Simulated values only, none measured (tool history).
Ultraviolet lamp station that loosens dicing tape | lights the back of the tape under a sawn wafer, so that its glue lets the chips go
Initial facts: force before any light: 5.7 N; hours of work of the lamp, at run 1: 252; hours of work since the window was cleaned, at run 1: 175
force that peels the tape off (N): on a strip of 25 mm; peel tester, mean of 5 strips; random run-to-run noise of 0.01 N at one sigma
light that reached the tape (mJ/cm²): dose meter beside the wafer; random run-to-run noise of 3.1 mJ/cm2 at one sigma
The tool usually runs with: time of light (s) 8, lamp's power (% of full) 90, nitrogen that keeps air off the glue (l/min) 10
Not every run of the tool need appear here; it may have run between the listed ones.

run   hour  time of light (s)  lamp's power (% of full)  nitrogen that keeps air off the glue (l/min)  hours of work of the lamp  hours of work since the window was cleaned  force that peels the tape off (N)  light that reached the tape (mJ/cm²)
  1    0.0                  8                        90                                            10                        252                                         175                              0.451                                   485
  2   12.3                  8                        90                                            10                        260                                         183                              0.445                                   484
  3   22.0                  8                        90                                            10                        266                                         189                              0.447                                   490
  4   29.8                  8                        90                                            10                        271                                         194                              0.455                                   489
  5   38.9                  8                        70                                            10                        277                                         200                              0.696                                   378
      42.2  -- window cleaned of glue's vapour
  6   51.4                  8                        90                                            10                        284                                           6                              0.435                                   487
  7   61.2                  8                        90                                            10                        290                                          12                              0.434                                   487
  8   69.5                  8                        90                                            10                        296                                          17                              0.464                                   489
  9   78.9                  8                        90                                            13                        302                                          23                              0.405                                   484
 10   95.0                  7                        90                                            10                        312                                          34                              0.585                                   424
 11  108.2                  6                        90                                            10                        320                                          42                              0.777                                   364
 12  123.1                  6                        90                                            10                        330                                          52                              0.790                                   365
 13  137.6                  8                        90                                            10                        339                                          61                              0.441                                   482
 14  147.2                  8                        90                                            10                        345                                          67                              0.462                                   485
 15  160.5                  8                        90                                            10                        354                                          76                              0.440                                   485
 16  174.2                  8                        90                                            10                        363                                          84                              0.439                                   487
 17  189.2                  8                        90                                            10                        372                                          94                              0.452                                   486
 18  197.5                  8                        90                                             5                        377                                          99                              0.623                                   489
 19  210.5                  8                        81                                            10                        386                                         107                              0.554                                   434
 20  221.9                  8                        81                                            10                        393                                         115                              0.533                                   436
 21  229.2                  8                        81                                            10                        398                                         119                              0.551                                   433
 22  236.1                  8                        81                                            10                        402                                         124                              0.538                                   435
 23  244.0                 13                        83                                            16                        407                                         129                              0.193                                   734
 24  260.7                 13                        83                                            16                        418                                         139                              0.204                                   725
 25  274.4                  4                        66                                            16                        427                                         148                              1.804                                   178
 26  284.5                  6                        91                                             5                        433                                         155                              0.986                                   367
 27  299.3                  7                        95                                            10                        442                                         164                              0.525                                   448
 28  306.2                  7                        66                                            14                        447                                         169                              0.843                                   310
 29  316.4                  6                        64                                            11                        453                                         175                              1.238                                   259
 30  323.3                  6                        64                                             3                        458                                         179                              2.000                                   255
 31  334.7                  8                        92                                             3                        465                                         187                              0.807                                   490
 32  349.5                  8                        92                                             3                        475                                         196                              0.781                                   495
 33  356.8                  6                        74                                            10                        479                                         201                              1.098                                   301
     358.2  -- window cleaned of glue's vapour
 34  369.5                 10                        92                                            11                        487                                           7                              0.278                                   620

Run 35 comes next. What will it give?
 35  379.2                 10                        92                                            11                        493                                          13                                  ?                                     ?

For run 35 the tool returned force that peels the tape off (N) 0.263, light that reached the tape (mJ/cm²) 622.
If the tool had no hidden condition, the same run with the same run-to-run variation would have returned force that peels the tape off (N) 0.262, light that reached the tape (mJ/cm²) 623.

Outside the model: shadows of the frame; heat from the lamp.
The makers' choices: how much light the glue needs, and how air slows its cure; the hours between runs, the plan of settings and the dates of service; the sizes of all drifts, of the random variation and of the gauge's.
